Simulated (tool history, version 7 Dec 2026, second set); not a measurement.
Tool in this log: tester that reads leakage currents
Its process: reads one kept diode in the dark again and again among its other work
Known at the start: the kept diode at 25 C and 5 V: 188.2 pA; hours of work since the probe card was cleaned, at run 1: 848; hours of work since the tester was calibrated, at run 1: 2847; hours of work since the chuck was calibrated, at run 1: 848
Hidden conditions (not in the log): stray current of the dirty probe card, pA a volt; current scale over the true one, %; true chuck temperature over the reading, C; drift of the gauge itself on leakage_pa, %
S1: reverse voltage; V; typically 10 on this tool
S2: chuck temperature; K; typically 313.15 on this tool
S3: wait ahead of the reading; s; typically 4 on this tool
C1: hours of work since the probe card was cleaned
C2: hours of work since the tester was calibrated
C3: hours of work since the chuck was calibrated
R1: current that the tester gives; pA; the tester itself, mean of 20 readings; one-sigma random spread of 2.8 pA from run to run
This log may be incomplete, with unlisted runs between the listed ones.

run	hour	S1	S2	S3	C1	C2	C3	R1
1	0	10	313.15	4	848	2847	848	931.19
2	255.4	10	313.15	4	966	2966	966	931.99
# hour 382.8: chuck's temperature calibrated
3	530.8	10	295.15	4	1093	3092	69	199.95
4	726.8	10	295.15	4	1183	3183	159	201.45
5	933	16.4	295.15	4	1279	3279	255	252.69
6	1155.4	16.4	297.15	4	1382	3382	358	303.71
7	1417	10	308.15	4	1503	3503	479	619.17
8	1604.1	10	308.15	4	1590	3589	565	619.66
9	1786	10	308.15	4	1674	3674	650	618.59
10	2064.4	10	299.15	0.77	1803	3802	779	291.82
11	2258.8	3	304.15	0.42	1893	3892	869	250.6
12	2541.2	3	304.15	0.42	2024	4023	999	251.7
# hour 2602.4: chuck's temperature calibrated
13	2731.4	1.2	307.15	4.11	2111	4110	60	208.13
14	2865.1	4	308.15	0.53	2173	4172	122	404.15
15	3031.9	4	308.15	0.53	2250	4250	199	403.79
16	3147.7	1	294.15	0.61	2304	4303	252	61.8
# hour 3185: probe card cleaned and baked
17	3354.8	10	313.15	8.03	79	4398	347	928.28

Take each entry between the runs: how does the hidden state at the last listed run before it differ from the hidden state at the first listed run after it?
Run 2 -> run 3: chuck's temperature calibrated (hour 382.8)
  stray current of the dirty probe card, pA a volt: 0.028 -> 0.029; true chuck temperature over the reading, C: -0.01 -> 0
Run 12 -> run 13: chuck's temperature calibrated (hour 2602.4)
  stray current of the dirty probe card, pA a volt: 0.035 -> 0.036; true chuck temperature over the reading, C: -0.01 -> 0
Run 16 -> run 17: probe card cleaned and baked (hour 3185)
  stray current of the dirty probe card, pA a volt: 0.037 -> 0.021
